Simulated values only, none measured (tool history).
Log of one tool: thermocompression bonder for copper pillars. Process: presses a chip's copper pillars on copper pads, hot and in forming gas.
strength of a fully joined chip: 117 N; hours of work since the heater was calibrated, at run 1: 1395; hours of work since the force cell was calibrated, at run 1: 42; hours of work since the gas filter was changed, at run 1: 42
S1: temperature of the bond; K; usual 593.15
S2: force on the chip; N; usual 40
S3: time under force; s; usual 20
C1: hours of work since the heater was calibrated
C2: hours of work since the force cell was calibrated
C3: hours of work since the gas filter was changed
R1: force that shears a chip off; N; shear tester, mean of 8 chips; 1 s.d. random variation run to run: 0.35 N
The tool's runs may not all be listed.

Run 1, day 0: usual settings; C1 1395; C2 42; C3 42. Result: R1 52.9 N.
Run 2, day 4.088: usual settings; C1 1435; C2 82; C3 82. Result: R1 53 N.
Run 3, day 6.633: usual settings but S2 38 N; C1 1459; C2 106; C3 106. Result: R1 49.7 N.
Run 4, day 10.021: usual settings but S2 38 N; C1 1492; C2 139; C3 139. Result: R1 50.4 N.
Run 5, day 14.017: usual settings but S2 38 N; C1 1531; C2 178; C3 178. Result: R1 50.7 N.
Run 6, day 17.771: usual settings but S2 38 N; C1 1567; C2 214; C3 214. Result: R1 48.9 N.
Run 7, day 21.029: usual settings; C1 1599; C2 246; C3 246. Result: R1 51.8 N.
Run 8, day 22.762: usual settings; C1 1616; C2 263; C3 263. Result: R1 50.3 N.
At day 24.4: heater calibrated with a thermocouple chip.
Run 9, day 26.562: usual settings; C1 21; C2 299; C3 299. Result: R1 47.2 N.
At day 29.058: forming gas filter changed.
Run 10, day 29.429: usual settings; C1 49; C2 326; C3 4. Result: R1 49.1 N.
Run 11, day 31.662: usual settings; C1 70; C2 348; C3 25. Result: R1 49.4 N.
Run 12, day 33.938: usual settings; C1 92; C2 370; C3 47. Result: R1 48.8 N.
Run 13, day 37.183: usual settings; C1 124; C2 401; C3 79. Result: R1 48.1 N.
Run 14, day 39.042: usual settings; C1 142; C2 419; C3 97. Result: R1 48.5 N.
Run 15, day 42.5: usual settings but S1 581.15 K; C1 175; C2 453; C3 130. Result: R1 43.8 N.
Run 16, day 45.2: usual settings; C1 201; C2 479; C3 156. Result: R1 47.6 N.
Run 17, day 47.125: usual settings but S1 582.15 K; C1 220; C2 497; C3 175. Result: R1 43.8 N.
Run 18, day 49.712: usual settings but S1 602.15 K; C1 245; C2 522; C3 200. Result: R1 50.8 N.
At day 49.971: force cell calibrated.
Run 19, day 53.242: usual settings but S1 602.15 K; C1 278; C2 32; C3 234. Result: R1 50.5 N.

Predict the results of run 20:
Run 20, day 55.542: usual settings but S1 602.15 K; C1 301; C2 54; C3 256. Result: R1 ?.

Run 20 gave R1 50.6 N.
With the hidden condition absent and the run-to-run variation left alone, this run would have shown R1 53.2 N.
